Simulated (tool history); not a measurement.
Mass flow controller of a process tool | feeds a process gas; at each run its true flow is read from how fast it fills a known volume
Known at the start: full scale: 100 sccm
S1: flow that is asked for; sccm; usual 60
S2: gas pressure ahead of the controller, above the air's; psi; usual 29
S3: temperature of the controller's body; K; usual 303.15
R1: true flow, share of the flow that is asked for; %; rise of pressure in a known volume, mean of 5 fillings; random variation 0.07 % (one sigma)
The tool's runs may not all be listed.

run	hour	S1	S2	S3	R1
1	0	60	29	303.15	98.43
2	359.1	60	32.5	303.15	98.27
3	696.9	60	32.5	303.15	98.23
4	1196.2	60	32.5	303.15	98.49
5	1695.8	60	32.5	303.15	98.52
6	1908.8	60	29	295.15	99.41
7	2175.8	60	29	295.15	99.48
8	2497.4	43	29	296.15	99.09
9	2758	43	29	296.15	98.94
10	2992.8	17	29	296.15	98.25
11	3311.6	60	29	301.15	99.01
12	3784.3	60	38.4	301.15	98.65
# hour 3812: controller exchanged for a calibrated one
13	4198.9	60	39.6	305.15	98.19

Forecast each of these 3 alternatives for the next run:
A	4475.3	55	29	293.15	?
B	4475.3	60	39.6	299.15	?
C	4475.3	60	39.6	304.15	?

run	R1
A	99.96
B	98.75
C	98.2
Without the tool's hidden state the same runs would have given:
run	R1
A	99.49
B	98.3
C	97.75

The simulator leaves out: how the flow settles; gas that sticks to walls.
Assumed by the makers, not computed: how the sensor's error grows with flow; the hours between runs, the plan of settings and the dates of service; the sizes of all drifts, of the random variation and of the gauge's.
